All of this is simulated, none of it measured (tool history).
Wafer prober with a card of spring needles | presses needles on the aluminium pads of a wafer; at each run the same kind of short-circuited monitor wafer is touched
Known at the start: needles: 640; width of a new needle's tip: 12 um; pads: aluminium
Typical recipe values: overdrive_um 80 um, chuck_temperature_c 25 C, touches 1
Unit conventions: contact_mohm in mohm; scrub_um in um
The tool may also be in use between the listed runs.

| run | hour | overdrive_um | chuck_temperature_c | touches | contact_mohm | scrub_um |
|---|---|---|---|---|---|---|
| 1 | 0 | 80 | 25 | 1 | 176 | 13.85 |
|  | 2.3 | tips cleaned on abrasive film |
| 2 | 13.9 | 62 | 25 | 1 | 189 | 10.65 |
|  | 14.8 | tips cleaned on abrasive film |
| 3 | 23.4 | 80 | 25 | 1 | 177 | 13.86 |
|  | 28 | tips cleaned on abrasive film |
| 4 | 36.1 | 80 | 25 | 1 | 175 | 13.77 |
|  | 39.8 | height of the first contact set anew |
|  | 41 | tips cleaned on abrasive film |
| 5 | 46.6 | 68 | 25 | 1 | 178 | 11.51 |
|  | 53.5 | tips cleaned on abrasive film |
| 6 | 55.5 | 68 | 25 | 1 | 171 | 11.53 |
| 7 | 64.9 | 80 | 25 | 2 | 171 | 13.52 |
|  | 66.3 | tips cleaned on abrasive film |
|  | 78.6 | tips cleaned on abrasive film |
| 8 | 78.6 | 80 | 25 | 2 | 165 | 13.59 |
| 9 | 86.2 | 80 | 67 | 1 | 186 | 13.6 |
|  | 91.2 | tips cleaned on abrasive film |
| 10 | 100.1 | 80 | 25 | 1 | 177 | 13.59 |
|  | 103.7 | tips cleaned on abrasive film |
| 11 | 109.1 | 80 | 25 | 2 | 170 | 13.57 |
|  | 116 | tips cleaned on abrasive film |
| 12 | 122.4 | 80 | 25 | 1 | 177 | 13.57 |
|  | 123.4 | height of the first contact set anew, once more |
|  | 129.5 | tips cleaned on abrasive film |
| 13 | 131.8 | 80 | 25 | 1 | 169 | 14.22 |
|  | 142.3 | tips cleaned on abrasive film |
| 14 | 145 | 80 | 25 | 1 | 170 | 14.18 |
|  | 155.6 | tips cleaned on abrasive film |
| 15 | 157.2 | 80 | 25 | 1 | 168 | 14.2 |
| 16 | 165 | 80 | 25 | 1 | 183 | 14.2 |
|  | 168.3 | tips cleaned on abrasive film |
| 17 | 179.5 | 80 | 25 | 1 | 176 | 14.19 |
|  | 181.5 | tips cleaned on abrasive film |
|  | 194.1 | tips cleaned on abrasive film |
| 18 | 194.1 | 74 | 32 | 1 | 165 | 12.99 |
|  | 207 | tips cleaned on abrasive film |
| 19 | 207.3 | 67 | 107 | 1 | 184 | 11.8 |
| 20 | 218.3 | 73 | 70 | 2 | 184 | 12.88 |
|  | 219.4 | tips cleaned on abrasive film |
| 21 | 224.6 | 72 | 25 | 3 | 166 | 12.67 |
|  | 232.1 | tips cleaned on abrasive film |
| 22 | 236.4 | 72 | 25 | 3 | 169 | 12.63 |
|  | 245 | tips cleaned on abrasive film |
| 23 | 250.4 | 72 | 25 | 3 | 169 | 12.68 |
|  | 257.2 | tips cleaned on abrasive film |
| 24 | 259.2 | 80 | 49 | 1 | 171 | 14.05 |
| 25 | 266.9 | 80 | 49 | 1 | 182 | 14.06 |
|  | 270.4 | tips cleaned on abrasive film |
| 26 | 279 | 75 | 25 | 1 | 181 | 13.2 |
|  | 283.1 | tips cleaned on abrasive film |
| 27 | 288.4 | 63 | 54 | 3 | 174 | 11.1 |
|  | 295.9 | tips cleaned on abrasive film |
| 28 | 297 | 73 | 25 | 1 | 167 | 12.84 |
| 29 | 306 | 73 | 25 | 1 | 185 | 12.81 |
|  | 308.7 | tips cleaned on abrasive film |
| 30 | 317.3 | 70 | 49 | 1 | 185 | 12.33 |
|  | 321.4 | tips cleaned on abrasive film |
| 31 | 331.9 | 70 | 49 | 1 | 188 | 12.3 |
|  | 333.6 | tips cleaned on abrasive film |
| 32 | 340 | 65 | 30 | 1 | 181 | 11.36 |
|  | 345.8 | tips cleaned on abrasive film |
| 33 | 346.9 | 65 | 99 | 2 | 182 | 11.33 |

Each row is a separate what-if for the run after 33, all from the same tool condition, not one after another. Results?
|  | 358.5 | tips cleaned on abrasive film |
| A | 360.6 | 61 | 39 | 3 | ? | ? |
|  | 358.5 | tips cleaned on abrasive film |
| B | 360.6 | 65 | 104 | 2 | ? | ? |
|  | 358.5 | tips cleaned on abrasive film |
| C | 360.6 | 65 | 34 | 2 | ? | ? |
|  | 358.5 | tips cleaned on abrasive film |
| D | 360.6 | 88 | 25 | 2 | ? | ? |

| run | contact_mohm | scrub_um |
|---|---|---|
| A | 171 | 10.63 |
| B | 186 | 11.31 |
| C | 173 | 11.36 |
| D | 164 | 15.44 |
Take away the tool's hidden state, keep each run's random variation, and the runs would have read:
| run | contact_mohm | scrub_um |
|---|---|---|
| A | 167 | 10.82 |
| B | 181 | 11.49 |
| C | 167 | 11.54 |
| D | 161 | 15.62 |

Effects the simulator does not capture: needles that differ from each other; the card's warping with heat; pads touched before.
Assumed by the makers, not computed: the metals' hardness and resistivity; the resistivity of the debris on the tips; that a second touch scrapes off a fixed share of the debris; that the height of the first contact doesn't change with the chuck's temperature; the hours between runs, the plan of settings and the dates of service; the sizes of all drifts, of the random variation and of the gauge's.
